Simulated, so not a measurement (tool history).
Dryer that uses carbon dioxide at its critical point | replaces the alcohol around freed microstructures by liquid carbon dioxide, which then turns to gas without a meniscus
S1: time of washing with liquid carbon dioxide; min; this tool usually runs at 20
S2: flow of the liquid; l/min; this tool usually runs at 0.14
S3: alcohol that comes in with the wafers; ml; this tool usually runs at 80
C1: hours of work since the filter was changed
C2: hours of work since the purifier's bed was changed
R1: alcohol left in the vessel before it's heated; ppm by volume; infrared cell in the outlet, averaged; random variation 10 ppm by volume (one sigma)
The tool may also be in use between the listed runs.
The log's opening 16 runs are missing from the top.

{"run": 17, "hour": 383.6, "S1": 20, "S2": 0.183, "S3": 80, "C1": 63, "C2": 132, "R1": 147}
{"run": 18, "hour": 409.9, "S1": 23, "S2": 0.14, "S3": 80, "C1": 75, "C2": 145, "R1": 320}
{"run": 19, "hour": 428.9, "S1": 19, "S2": 0.14, "S3": 80, "C1": 85, "C2": 154, "R1": 936}
{"run": 20, "hour": 447.0, "S1": 19, "S2": 0.14, "S3": 80, "C1": 93, "C2": 163, "R1": 924}
{"run": 21, "hour": 478.4, "S1": 20, "S2": 0.14, "S3": 80, "C1": 109, "C2": 178, "R1": 749}
{"run": 22, "hour": 506.8, "S1": 20, "S2": 0.14, "S3": 80, "C1": 122, "C2": 192, "R1": 751}
{"run": 23, "hour": 540.9, "S1": 20, "S2": 0.14, "S3": 80, "C1": 139, "C2": 208, "R1": 787}
{"run": 24, "hour": 562.8, "S1": 16, "S2": 0.09, "S3": 25, "C1": 149, "C2": 219, "R1": 3276}
{"run": 25, "hour": 592.1, "S1": 19, "S2": 0.11, "S3": 48, "C1": 164, "C2": 233, "R1": 1826}
{"run": 26, "hour": 623.2, "S1": 19, "S2": 0.11, "S3": 48, "C1": 179, "C2": 248, "R1": 1854}
{"run": 27, "hour": 643.7, "S1": 19, "S2": 0.11, "S3": 48, "C1": 189, "C2": 258, "R1": 1838}
{"run": 28, "hour": 676.4, "S1": 23, "S2": 0.123, "S3": 87, "C1": 204, "C2": 274, "R1": 882}
{"run": 29, "hour": 702.9, "S1": 23, "S2": 0.123, "S3": 87, "C1": 217, "C2": 287, "R1": 904}
{"run": 30, "hour": 734.6, "S1": 20, "S2": 0.096, "S3": 94, "C1": 233, "C2": 302, "R1": 5180}
{"run": 31, "hour": 751.3, "S1": 20, "S2": 0.096, "S3": 94, "C1": 241, "C2": 310, "R1": 5175}
{"run": 32, "hour": 775.7, "S1": 24, "S2": 0.096, "S3": 110, "C1": 253, "C2": 322, "R1": 3021}
{"run": 33, "hour": 791.8, "S1": 20, "S2": 0.14, "S3": 56, "C1": 260, "C2": 330, "R1": 654}
{"run": 34, "hour": 816.7, "S1": 20, "S2": 0.14, "S3": 51, "C1": 272, "C2": 342, "R1": 615}
{"run": 35, "hour": 849.1, "S1": 18, "S2": 0.14, "S3": 57, "C1": 288, "C2": 357, "R1": 1139}
{"run": 36, "hour": 881.4, "S1": 18, "S2": 0.14, "S3": 57, "C1": 304, "C2": 373, "R1": 1155}
{"run": 37, "hour": 900.1, "S1": 13, "S2": 0.14, "S3": 109, "C1": 313, "C2": 382, "R1": 7564}

Run 38 comes next. What will it give?
{"run": 38, "hour": 922.9, "S1": 30, "S2": 0.133, "S3": 61, "C1": 324, "C2": 393, "R1": "?"}

{"run 38": {"R1": 157}}
With the hidden condition absent and the run-to-run variation left alone, this run would have shown R1 47 ppm by volume.

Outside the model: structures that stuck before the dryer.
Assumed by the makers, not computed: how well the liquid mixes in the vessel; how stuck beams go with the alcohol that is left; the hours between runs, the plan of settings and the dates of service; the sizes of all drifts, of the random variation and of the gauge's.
